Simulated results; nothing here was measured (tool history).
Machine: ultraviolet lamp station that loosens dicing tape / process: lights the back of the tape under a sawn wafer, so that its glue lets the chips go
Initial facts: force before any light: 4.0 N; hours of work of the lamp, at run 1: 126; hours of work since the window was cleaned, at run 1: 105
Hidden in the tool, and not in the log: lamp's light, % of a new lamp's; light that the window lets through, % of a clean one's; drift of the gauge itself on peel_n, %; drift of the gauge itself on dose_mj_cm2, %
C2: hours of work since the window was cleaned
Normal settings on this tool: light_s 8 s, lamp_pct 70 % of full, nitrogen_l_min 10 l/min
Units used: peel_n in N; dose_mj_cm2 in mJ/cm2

run 1 hour=0 | light_s=8 lamp_pct=70 nitrogen_l_min=10 | hours_of_work_of_the_lamp=126 C2=105 | peel_n=0.576 dose_mj_cm2=378
run 2 hour=33.2 | light_s=8 lamp_pct=70 nitrogen_l_min=10 | hours_of_work_of_the_lamp=151 C2=130 | peel_n=0.601 dose_mj_cm2=369
run 3 hour=103.7 | light_s=8 lamp_pct=70 nitrogen_l_min=10 | hours_of_work_of_the_lamp=205 C2=184 | peel_n=0.644 dose_mj_cm2=350
run 4 hour=148.3 | light_s=8 lamp_pct=70 nitrogen_l_min=9 | hours_of_work_of_the_lamp=239 C2=218 | peel_n=0.718 dose_mj_cm2=334
-- hour=170.5 window cleaned of glue's vapour
run 5 hour=222.8 | light_s=8 lamp_pct=70 nitrogen_l_min=6 | hours_of_work_of_the_lamp=296 C2=40 | peel_n=1.076 dose_mj_cm2=288
run 6 hour=289.2 | light_s=8 lamp_pct=70 nitrogen_l_min=4 | hours_of_work_of_the_lamp=347 C2=91 | peel_n=1.415 dose_mj_cm2=268
run 7 hour=328.1 | light_s=8 lamp_pct=66 nitrogen_l_min=4 | hours_of_work_of_the_lamp=377 C2=121 | peel_n=1.575 dose_mj_cm2=237
run 8 hour=392.2 | light_s=8 lamp_pct=74 nitrogen_l_min=10 | hours_of_work_of_the_lamp=426 C2=170 | peel_n=0.983 dose_mj_cm2=256
-- hour=421.9 window cleaned of glue's vapour, once more
run 9 hour=430.8 | light_s=12 lamp_pct=70 nitrogen_l_min=3 | hours_of_work_of_the_lamp=455 C2=7 | peel_n=0.727 dose_mj_cm2=530
run 10 hour=466.7 | light_s=12 lamp_pct=70 nitrogen_l_min=3 | hours_of_work_of_the_lamp=482 C2=34 | peel_n=0.721 dose_mj_cm2=515
run 11 hour=504.8 | light_s=11 lamp_pct=70 nitrogen_l_min=3 | hours_of_work_of_the_lamp=512 C2=63 | peel_n=0.862 dose_mj_cm2=463
run 12 hour=580.7 | light_s=11 lamp_pct=70 nitrogen_l_min=3 | hours_of_work_of_the_lamp=570 C2=122 | peel_n=0.984 dose_mj_cm2=432
run 13 hour=656.1 | light_s=8 lamp_pct=70 nitrogen_l_min=6 | hours_of_work_of_the_lamp=627 C2=179 | peel_n=1.031 dose_mj_cm2=292
run 14 hour=714 | light_s=4 lamp_pct=69 nitrogen_l_min=9 | hours_of_work_of_the_lamp=672 C2=224 | peel_n=1.904 dose_mj_cm2=140
-- hour=731.4 window cleaned of glue's vapour
run 15 hour=779.4 | light_s=4 lamp_pct=69 nitrogen_l_min=9 | hours_of_work_of_the_lamp=721 C2=37 | peel_n=1.68 dose_mj_cm2=153
run 16 hour=832 | light_s=15 lamp_pct=94 nitrogen_l_min=15 | hours_of_work_of_the_lamp=762 C2=77 | peel_n=0.259 dose_mj_cm2=754

Each row is a separate what-if for the run after 16, all from the same tool condition, not one after another. Results?
run A hour=888 | light_s=8 lamp_pct=66 nitrogen_l_min=10 | hours_of_work_of_the_lamp=805 C2=120 | peel_n=? dose_mj_cm2=?
run B hour=888 | light_s=4 lamp_pct=94 nitrogen_l_min=15 | hours_of_work_of_the_lamp=805 C2=120 | peel_n=? dose_mj_cm2=?
run C hour=888 | light_s=15 lamp_pct=100 nitrogen_l_min=15 | hours_of_work_of_the_lamp=805 C2=120 | peel_n=? dose_mj_cm2=?
run D hour=888 | light_s=11 lamp_pct=94 nitrogen_l_min=8 | hours_of_work_of_the_lamp=805 C2=120 | peel_n=? dose_mj_cm2=?

run=A peel_n=0.938 dose_mj_cm2=263
run=B peel_n=1.214 dose_mj_cm2=187
run=C peel_n=0.263 dose_mj_cm2=748
run=D peel_n=0.413 dose_mj_cm2=515
What these runs would have given with no unlogged condition in the tool:
run=A peel_n=0.535 dose_mj_cm2=396
run=B peel_n=0.727 dose_mj_cm2=281
run=C peel_n=0.25 dose_mj_cm2=1125
run=D peel_n=0.276 dose_mj_cm2=775

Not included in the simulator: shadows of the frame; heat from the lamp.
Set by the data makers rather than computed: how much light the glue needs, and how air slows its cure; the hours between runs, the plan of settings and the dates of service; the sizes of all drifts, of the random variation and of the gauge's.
